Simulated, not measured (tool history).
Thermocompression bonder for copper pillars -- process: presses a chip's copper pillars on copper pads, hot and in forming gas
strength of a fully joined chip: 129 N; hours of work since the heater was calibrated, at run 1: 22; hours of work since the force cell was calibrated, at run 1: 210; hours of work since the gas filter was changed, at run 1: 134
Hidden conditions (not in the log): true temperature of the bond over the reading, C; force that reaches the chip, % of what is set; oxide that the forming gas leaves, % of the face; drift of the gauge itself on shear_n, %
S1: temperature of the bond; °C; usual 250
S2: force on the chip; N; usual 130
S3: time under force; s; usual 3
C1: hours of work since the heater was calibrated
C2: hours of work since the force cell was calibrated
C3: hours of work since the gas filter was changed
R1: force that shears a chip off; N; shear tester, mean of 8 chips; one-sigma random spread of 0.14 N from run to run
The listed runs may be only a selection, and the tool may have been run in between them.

run,day,S1,S2,S3,C1,C2,C3,R1
1,0.000,250,130,3,22,210,134,50.6
2,0.321,269,130,3,25,214,138,60.9
3,0.808,269,130,3,30,218,142,61.0
4,1.204,230,130,3,34,222,146,40.0
5,1.512,230,130,3,37,225,149,39.9
6,1.846,230,130,3,40,229,153,40.0
7,2.096,250,130,3,42,231,155,50.2
8,2.321,250,130,3,45,233,157,50.4
9,2.704,250,130,3,48,237,161,50.4
10,3.121,250,130,3,52,241,165,50.1
# day 3.208: force cell calibrated
11,3.650,250,130,3,57,4,170,50.2
12,3.954,250,130,3,60,7,173,50.3
13,4.412,250,130,3,64,12,177,50.4
# day 4.546: force cell calibrated, once more
14,4.938,250,130,3,69,4,182,49.4
15,5.225,234,137,3,72,7,184,42.6
16,5.475,234,137,3,74,9,187,42.5
17,5.912,229,111,4,78,13,191,39.8
18,6.396,229,111,4,83,18,196,39.9
19,6.862,250,105,3,88,23,200,44.0
20,7.292,275,84,2,92,27,205,42.9
21,7.492,275,139,5,94,29,207,76.3
22,7.783,234,152,8,97,32,209,64.4
23,8.208,277,130,3,101,36,214,63.6
24,8.492,277,130,3,104,39,216,63.8
25,8.738,252,96,2,106,41,219,36.1
26,9.183,263,130,3,110,45,223,56.3
27,9.421,263,130,3,113,48,225,56.2
28,9.867,263,130,3,117,52,230,56.1

Alternative continuations, all from the tool just after run 28; predict every row:
A,10.104,234,142,4,119,54,232,?
B,10.104,250,178,3,119,54,232,?
C,10.104,232,159,3,119,54,232,?
D,10.104,263,79,3,119,54,232,?
E,10.104,275,130,3,119,54,232,?

run,R1
A,48.1
B,58.0
C,45.1
D,42.9
E,62.3
Stripped of hidden state, with their random variation kept, the same runs would have yielded:
run,R1
A,50.6
B,61.1
C,47.4
D,45.1
E,65.8
